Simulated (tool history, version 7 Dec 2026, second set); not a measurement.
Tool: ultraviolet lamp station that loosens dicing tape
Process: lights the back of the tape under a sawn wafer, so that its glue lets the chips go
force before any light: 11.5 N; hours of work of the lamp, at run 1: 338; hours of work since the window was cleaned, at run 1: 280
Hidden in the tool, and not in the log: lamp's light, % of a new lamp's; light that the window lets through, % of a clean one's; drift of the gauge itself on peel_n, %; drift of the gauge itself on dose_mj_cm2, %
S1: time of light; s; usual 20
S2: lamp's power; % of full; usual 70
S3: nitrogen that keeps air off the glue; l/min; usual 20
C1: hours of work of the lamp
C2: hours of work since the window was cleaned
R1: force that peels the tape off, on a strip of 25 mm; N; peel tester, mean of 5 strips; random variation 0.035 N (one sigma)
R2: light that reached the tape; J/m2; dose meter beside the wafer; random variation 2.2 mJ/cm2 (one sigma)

run,hour,S1,S2,S3,C1,C2,R1,R2
1,0,20,70,20,338,280,2.736,1440
# hour 7.9: window cleaned of glue's vapour
2,59.1,20,70,20,373,31,2.301,1630
3,83.9,20,70,8,389,47,3.335,1560
4,125.6,20,70,8,414,72,3.493,1550
5,153.8,20,96,20,431,89,1.401,2070
6,193.5,20,96,20,456,114,1.415,2020
7,221.4,20,96,20,473,131,1.539,1990
8,264.2,15,70,15,499,157,4.161,1070
9,299.7,15,70,15,521,179,4.448,1040
10,333.8,15,70,15,542,200,4.456,1060
11,365.2,15,70,15,561,219,4.384,980

Run 12 comes next. What will it give?
12,420.7,20,95,30,595,253,?,?

{"run 12": {"R1": 1.581, "R2": 1730}}
Without the tool's hidden state the same run would have given R1 0.736 N, R2 2510 J/m2.
